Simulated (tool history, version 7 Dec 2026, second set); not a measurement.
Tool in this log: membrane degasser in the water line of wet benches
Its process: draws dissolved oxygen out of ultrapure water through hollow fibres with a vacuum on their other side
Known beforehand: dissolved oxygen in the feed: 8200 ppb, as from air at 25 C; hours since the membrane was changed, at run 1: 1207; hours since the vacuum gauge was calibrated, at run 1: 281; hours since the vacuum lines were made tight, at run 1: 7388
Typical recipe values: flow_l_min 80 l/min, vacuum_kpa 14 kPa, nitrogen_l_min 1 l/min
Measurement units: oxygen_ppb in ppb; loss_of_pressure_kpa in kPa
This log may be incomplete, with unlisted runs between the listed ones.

run,hour,flow_l_min,vacuum_kpa,nitrogen_l_min,hours since the membrane was changed,hours since the vacuum gauge was calibrated,hours since the vacuum lines were made tight,oxygen_ppb,loss_of_pressure_kpa
1,0,80,14,1,1207,281,7388,1289.4,68.03
2,50.5,80,14,2.62,1257,331,7438,654.6,68.26
3,83.1,80,14,2.62,1290,364,7471,656.2,68.27
4,130,80,14,2.62,1337,411,7518,655.7,68.19
5,175.7,80,14,1,1383,456,7563,1289.5,68.25
6,229.2,80,14,1,1436,510,7617,1291.5,68.09
7,267.1,80,14,1,1474,548,7655,1291.6,68.16
8,317.4,80,26.8,1,1524,598,7705,2456.7,67.95
9,379,80,26.8,1,1586,660,7767,2459.4,68.56
10,424.2,80,26.8,1,1631,705,7812,2459.9,68.26
11,483.2,80,26.8,1,1690,764,7871,2452.1,67.87
12,519.9,80,26.8,1,1727,801,7908,2460.3,68
13,571.4,80,14,1,1778,852,7959,1291,67.67
14,602,80,14,1,1809,883,7990,1295.4,68.34
15,641.1,80,14,1,1848,922,8029,1294.4,68.14
16,683.1,80,14,1,1890,964,8071,1294.9,68.27
17,723.1,80,10.4,0.44,1930,1004,8111,1404.4,68.13
18,781.5,80,10.4,0.44,1988,1062,8169,1405.3,68.09
19,841.3,80,10.4,0.44,2048,1122,8229,1406.3,68.32
20,907.4,80,18,1,2114,1188,8295,1694.1,68.2
# hour 934.6: seals of the vacuum lines changed
21,939.3,80,8.7,1,2144,1218,5,707.8,68.57
22,988.8,80,8.7,1,2194,1268,54,706.6,68.03
23,1019.9,80,22.4,1,2225,1299,85,2099.9,67.47
24,1064.1,72,32.7,2.79,2269,1343,130,1404.4,61.62
25,1098.8,72,32.7,2.79,2304,1378,164,1405.1,61.69
26,1159.1,67,34.1,2.79,2364,1438,224,1384.3,57.21
27,1203.8,80,30.9,0.88,2409,1483,269,2968.2,68.59
28,1245.6,80,30.9,0.88,2451,1524,311,2970.4,68.26
29,1288.1,80,30.9,0.88,2493,1567,354,2966.5,68.06
30,1337.3,80,30.9,0.88,2542,1616,403,2966.2,68.4
31,1399.8,73,26.2,0.42,2605,1679,465,3535.2,62.83

Branching from run 31: 4 alternative next runs. What would each branch give?
A,1454.5,57,14,1,2659,1733,520,?,?
B,1454.5,73,15.8,0.42,2659,1733,520,?,?
C,1454.5,67,8.5,1.29,2659,1733,520,?,?
D,1454.5,73,26.2,2.09,2659,1733,520,?,?

run,oxygen_ppb,loss_of_pressure_kpa
A,1041.5,48.72
B,2242.9,62.3
C,511.2,57.24
D,1422.4,62.41
Stripped of hidden state, with their random variation kept, the same runs would have yielded:
run,oxygen_ppb,loss_of_pressure_kpa
A,1029.1,48.25
B,2225.2,61.7
C,498,56.69
D,1414.1,61.81
